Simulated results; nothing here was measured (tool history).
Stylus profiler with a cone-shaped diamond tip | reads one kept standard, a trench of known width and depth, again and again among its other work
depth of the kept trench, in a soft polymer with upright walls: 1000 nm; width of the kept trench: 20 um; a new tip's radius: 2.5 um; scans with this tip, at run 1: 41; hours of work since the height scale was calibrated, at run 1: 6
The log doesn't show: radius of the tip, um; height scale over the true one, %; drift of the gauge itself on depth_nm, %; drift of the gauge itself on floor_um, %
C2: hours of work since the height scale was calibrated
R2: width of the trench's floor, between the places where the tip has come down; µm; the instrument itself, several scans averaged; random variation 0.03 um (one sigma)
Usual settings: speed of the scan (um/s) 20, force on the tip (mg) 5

run 1 hour=0 | speed_of_the_scan_(um/s)=20 force_on_the_tip_(mg)=5 | scans_with_this_tip=41 C2=6 | depth_of_the_trench_(Å)=10103.2 R2=15.86
run 2 hour=37.8 | speed_of_the_scan_(um/s)=20 force_on_the_tip_(mg)=5 | scans_with_this_tip=224 C2=35 | depth_of_the_trench_(Å)=10097.2 R2=15.83
run 3 hour=72.5 | speed_of_the_scan_(um/s)=20 force_on_the_tip_(mg)=5 | scans_with_this_tip=392 C2=61 | depth_of_the_trench_(Å)=10102.6 R2=15.73
run 4 hour=99.5 | speed_of_the_scan_(um/s)=20 force_on_the_tip_(mg)=5 | scans_with_this_tip=523 C2=82 | depth_of_the_trench_(Å)=10098.6 R2=15.67
run 5 hour=133 | speed_of_the_scan_(um/s)=20 force_on_the_tip_(mg)=5 | scans_with_this_tip=685 C2=107 | depth_of_the_trench_(Å)=10098.1 R2=15.64
run 6 hour=162.3 | speed_of_the_scan_(um/s)=20 force_on_the_tip_(mg)=7.45 | scans_with_this_tip=828 C2=130 | depth_of_the_trench_(Å)=10130.2 R2=15.59
run 7 hour=204.1 | speed_of_the_scan_(um/s)=5 force_on_the_tip_(mg)=5 | scans_with_this_tip=1031 C2=162 | depth_of_the_trench_(Å)=10105.3 R2=15.57
run 8 hour=231.3 | speed_of_the_scan_(um/s)=5 force_on_the_tip_(mg)=5 | scans_with_this_tip=1162 C2=182 | depth_of_the_trench_(Å)=10103.6 R2=15.48
run 9 hour=277.5 | speed_of_the_scan_(um/s)=20 force_on_the_tip_(mg)=8.93 | scans_with_this_tip=1386 C2=217 | depth_of_the_trench_(Å)=10150.5 R2=15.4
run 10 hour=312.1 | speed_of_the_scan_(um/s)=29 force_on_the_tip_(mg)=5 | scans_with_this_tip=1554 C2=244 | depth_of_the_trench_(Å)=10103.8 R2=15.25
run 11 hour=347.2 | speed_of_the_scan_(um/s)=73 force_on_the_tip_(mg)=8.31 | scans_with_this_tip=1724 C2=270 | depth_of_the_trench_(Å)=10140.7 R2=15.09
run 12 hour=390.5 | speed_of_the_scan_(um/s)=73 force_on_the_tip_(mg)=8.31 | scans_with_this_tip=1934 C2=303 | depth_of_the_trench_(Å)=10139.7 R2=14.97
run 13 hour=438.7 | speed_of_the_scan_(um/s)=14 force_on_the_tip_(mg)=8.31 | scans_with_this_tip=2168 C2=340 | depth_of_the_trench_(Å)=10144.7 R2=15.13

Forecast run 14:
run 14 hour=480.1 | speed_of_the_scan_(um/s)=14 force_on_the_tip_(mg)=2.33 | scans_with_this_tip=2369 C2=372 | depth_of_the_trench_(Å)=? R2=?

{"run 14": {"depth of the trench (Å)": 10069.2, "R2": 15}}
Without the tool's hidden state the same run would have given depth of the trench (Å) 10059.4, R2 15.9 µm.
